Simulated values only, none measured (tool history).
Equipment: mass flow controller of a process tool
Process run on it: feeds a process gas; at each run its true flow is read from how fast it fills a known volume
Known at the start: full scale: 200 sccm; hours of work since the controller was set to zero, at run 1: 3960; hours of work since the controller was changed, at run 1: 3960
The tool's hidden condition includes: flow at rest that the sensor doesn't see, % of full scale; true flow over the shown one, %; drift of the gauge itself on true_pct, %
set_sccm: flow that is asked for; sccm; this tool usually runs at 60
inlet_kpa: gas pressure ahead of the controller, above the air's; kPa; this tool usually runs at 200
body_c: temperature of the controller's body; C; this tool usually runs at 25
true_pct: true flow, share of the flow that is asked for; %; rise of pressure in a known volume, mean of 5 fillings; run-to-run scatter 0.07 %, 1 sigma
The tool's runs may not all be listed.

run	day	set_sccm	inlet_kpa	body_c	hours of work since the controller was set to zero	hours of work since the controller was changed	true_pct
1	0	60	200	25	3960	3960	94.51
2	5.642	26	200	25	4052	4052	87.4
3	9.404	26	200	25	4113	4113	87.25
# day 11.017: controller's zero set anew
4	14.017	60	200	31	49	4188	99.14
5	18.696	60	200	31	125	4264	99.03
6	24.9	78	200	25	226	4365	99.31
7	28.783	78	200	25	289	4428	99.32
8	33.754	60	200	25	370	4509	98.91
9	40	60	200	25	472	4610	98.9
10	47.354	60	200	25	591	4730	98.65
11	53.908	185	157	25	698	4837	100.95
12	57.746	21	159	25	760	4899	96.39
13	64.825	21	159	25	875	5014	96.09
14	71.1	21	159	25	978	5116	95.64
15	77.671	31	161	25	1084	5223	96.75
16	85.488	60	200	25	1212	5350	98.09
17	89.7	118	207	25	1280	5419	99.38
18	97.371	118	207	25	1405	5544	99.46
19	103.325	111	157	25	1502	5641	99.43
20	109.375	104	159	22	1600	5739	99.42

Alternative continuations, all from the tool just after run 20; predict every row:
A	112.525	100	222	22	1651	5790	?
B	112.525	104	200	27	1651	5790	?
C	112.525	111	273	29	1651	5790	?
D	112.525	104	235	22	1651	5790	?
E	112.525	60	152	22	1651	5790	?

run	true_pct
A	98.98
B	99.07
C	98.8
D	98.84
E	98.11
What these runs would have given with no unlogged condition in the tool:
run	true_pct
A	98.97
B	99.02
C	98.67
D	98.79
E	98.93
